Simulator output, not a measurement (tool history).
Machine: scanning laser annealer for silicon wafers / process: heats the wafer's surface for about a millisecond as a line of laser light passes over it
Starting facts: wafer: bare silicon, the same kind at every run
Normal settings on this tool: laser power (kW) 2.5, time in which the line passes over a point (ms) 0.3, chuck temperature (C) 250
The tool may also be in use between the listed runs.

run,hour,laser power (kW),time in which the line passes over a point (ms),chuck temperature (C),highest temperature of the surface (C)
1,0,2.5,0.3,250,1006
2,18.5,2.5,0.298,250,1006
3,31.7,2.5,0.272,250,966
4,47.2,2.5,0.272,250,964
5,56.5,2.5,0.272,250,963
6,76.7,2.5,0.3,250,1009
7,98.3,2.5,0.233,250,904
8,108.6,2.5,0.233,250,903
9,120.7,2.5,0.348,250,1072
10,132.8,2.5,0.3,250,1003
11,148.5,2.5,0.3,250,1001
12,167.2,2.5,0.3,250,1003
13,184.3,2.5,0.3,250,1004
# hour 205.5: optics aligned, line set to its width
14,209.8,2.704,0.3,250,1072
15,222.8,2.704,0.3,250,1079
16,242.2,2.5,0.313,250,1030
17,264.1,2.5,0.341,250,1064
18,286.1,2.5,0.3,238,999
19,300.8,2.5,0.3,238,999
20,320.7,2.5,0.3,254,1012
21,331.8,2.5,0.3,254,1013
22,350,2.5,0.3,254,1010
23,364.3,2.446,0.265,285,976
24,378.2,2.5,0.279,217,945
25,390.2,2.353,0.279,271,954
# hour 393.7: window over the wafer cleaned
26,409.3,2.5,0.3,219,966
27,423.3,2.499,0.378,219,1066
28,443.5,2.499,0.378,219,1065
29,453.9,2.713,0.25,275,999
30,472.1,2.592,0.215,287,924
31,489.6,2.592,0.215,287,924
# hour 502.6: window over the wafer cleaned, once more
32,511.3,2.592,0.215,287,955
33,528.8,2.592,0.215,287,957
34,550.3,2.211,0.309,255,955
35,561,2.211,0.309,255,953
36,574.4,2.709,0.328,257,1141
37,584.7,2.132,0.317,250,930
38,603.1,2.314,0.366,276,1079
39,624.8,2.182,0.291,243,906
40,646.8,2.422,0.277,270,985
41,664.1,2.436,0.29,231,967
42,674.5,2.436,0.29,262,1004

Run by run, hidden condition taken away, random variation retained:
Unlogged tool condition in this case: light that passes the window, % of a clean one's; laser's true power over the reading, %; width of the line over the set one, %; drift of the gauge itself on peak_c, C.
run,highest temperature of the surface (C)
1,1034
2,1034
3,993
4,991
5,991
6,1039
7,931
8,930
9,1108
10,1036
11,1034
12,1036
13,1039
14,1096
15,1104
16,1053
17,1090
18,1024
19,1025
20,1038
21,1040
22,1037
23,1001
24,972
25,980
26,1008
27,1114
28,1115
29,1042
30,962
31,962
32,962
33,964
34,963
35,962
36,1153
37,939
38,1091
39,917
40,997
41,980
42,1018
